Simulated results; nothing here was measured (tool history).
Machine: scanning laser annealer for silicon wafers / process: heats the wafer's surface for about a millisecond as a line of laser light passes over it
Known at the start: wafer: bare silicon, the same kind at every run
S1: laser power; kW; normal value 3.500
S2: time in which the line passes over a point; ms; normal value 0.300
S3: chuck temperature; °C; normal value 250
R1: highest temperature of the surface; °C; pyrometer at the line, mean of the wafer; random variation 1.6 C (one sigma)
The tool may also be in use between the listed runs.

{"run": 1, "hour": 0.0, "S1": 3.5, "S2": 0.3, "S3": 250, "R1": 1012}
{"run": 2, "hour": 34.3, "S1": 3.5, "S2": 0.3, "S3": 250, "R1": 1016}
{"run": 3, "hour": 68.4, "S1": 3.5, "S2": 0.338, "S3": 250, "R1": 1058}
{"run": 4, "hour": 113.8, "S1": 3.5, "S2": 0.338, "S3": 250, "R1": 1058}
{"run": 5, "hour": 160.0, "S1": 3.5, "S2": 0.338, "S3": 250, "R1": 1057}
{"run": 6, "hour": 215.4, "S1": 3.5, "S2": 0.338, "S3": 250, "R1": 1057}
{"run": 7, "hour": 268.2, "S1": 3.5, "S2": 0.3, "S3": 266, "R1": 1025}
{"run": 8, "hour": 316.6, "S1": 3.5, "S2": 0.3, "S3": 266, "R1": 1026}
{"run": 9, "hour": 357.7, "S1": 3.5, "S2": 0.3, "S3": 266, "R1": 1026}
{"run": 10, "hour": 389.6, "S1": 3.5, "S2": 0.3, "S3": 288, "R1": 1050}
{"run": 11, "hour": 432.1, "S1": 3.5, "S2": 0.304, "S3": 250, "R1": 1011}
{"run": 12, "hour": 476.5, "S1": 3.5, "S2": 0.3, "S3": 220, "R1": 979}
{"run": 13, "hour": 535.1, "S1": 3.5, "S2": 0.254, "S3": 250, "R1": 950}
{"run": 14, "hour": 590.4, "S1": 3.5, "S2": 0.254, "S3": 250, "R1": 948}
{"run": 15, "hour": 639.5, "S1": 3.618, "S2": 0.28, "S3": 277, "R1": 1035}
{"run": 16, "hour": 677.2, "S1": 3.5, "S2": 0.362, "S3": 216, "R1": 1046}
{"run": 17, "hour": 722.5, "S1": 3.5, "S2": 0.362, "S3": 216, "R1": 1044}
{"run": 18, "hour": 780.4, "S1": 3.5, "S2": 0.362, "S3": 216, "R1": 1042}
{"run": 19, "hour": 836.0, "S1": 3.5, "S2": 0.362, "S3": 216, "R1": 1041}
{"run": 20, "hour": 864.2, "S1": 3.338, "S2": 0.232, "S3": 250, "R1": 885}
{"run": 21, "hour": 900.5, "S1": 3.338, "S2": 0.232, "S3": 250, "R1": 885}
{"run": 22, "hour": 939.7, "S1": 3.338, "S2": 0.308, "S3": 220, "R1": 949}
{"run": 23, "hour": 984.6, "S1": 3.338, "S2": 0.308, "S3": 220, "R1": 948}
{"run": 24, "hour": 1015.1, "S1": 3.71, "S2": 0.224, "S3": 276, "R1": 972}
{"run": 25, "hour": 1056.8, "S1": 3.72, "S2": 0.218, "S3": 219, "R1": 907}
{"run": 26, "hour": 1101.1, "S1": 3.72, "S2": 0.218, "S3": 219, "R1": 905}
{"run": 27, "hour": 1158.0, "S1": 3.72, "S2": 0.218, "S3": 219, "R1": 905}

A few steps of R1 between consecutive runs. Split each: what settings, incoming material and random variation would produce without the hidden state, and what is left over for the hidden state, along with gauge scatter present in only one of the two compared results (measured, and without hidden state):
What the log doesn't record here: light that passes the window, % of a clean one's; laser's true power over the reading, %; width of the line over the set one, %; drift of the gauge itself on peak_c, C.
Run 14 -> 15: S1 3.500 -> 3.618, S2 0.254 -> 0.280, S3 250 -> 277. R1 +87 °C: hidden state -1, all else +88.
Run 19 -> 20: S1 3.500 -> 3.338, S2 0.362 -> 0.232, S3 216 -> 250. R1 -156 °C: hidden state +3, all else -159.
Run 21 -> 22: S2 0.232 -> 0.308, S3 250 -> 220. R1 +64 °C: hidden state -2, all else +66.
